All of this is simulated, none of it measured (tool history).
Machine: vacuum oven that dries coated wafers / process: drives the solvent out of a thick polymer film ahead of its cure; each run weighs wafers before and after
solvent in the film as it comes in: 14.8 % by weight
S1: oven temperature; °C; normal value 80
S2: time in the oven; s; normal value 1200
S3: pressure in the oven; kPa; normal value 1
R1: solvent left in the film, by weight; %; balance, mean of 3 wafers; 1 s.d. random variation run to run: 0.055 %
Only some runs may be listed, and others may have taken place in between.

Run 1, hour 0: usual settings. Result: R1 2.19 %.
Run 2, hour 43.7: usual settings. Result: R1 2.17 %.
Run 3, hour 118: usual settings. Result: R1 2.26 %.
Run 4, hour 208.9: usual settings. Result: R1 2.2 %.
Run 5, hour 278.3: usual settings. Result: R1 2.2 %.
Run 6, hour 334.9: usual settings. Result: R1 2.14 %.
Run 7, hour 403.1: usual settings. Result: R1 2.1 %.
Run 8, hour 480.6: usual settings but S2 1920 s. Result: R1 1.23 %.
Run 9, hour 525.7: usual settings. Result: R1 2.21 %.
Run 10, hour 608.7: usual settings. Result: R1 2.2 %.
Run 11, hour 700.1: usual settings but S1 89 °C, S2 2040 s, S3 2.99 kPa. Result: R1 1.58 %.

Run 12 has not been measured yet. What should we expect?
Run 12, hour 749.1: usual settings but S1 89 °C, S2 660 s, S3 2.99 kPa. Result: R1 ?.

Run 12 gave R1 3.55 %.
With no hidden state in the tool, this same run would have given R1 3.54 %.
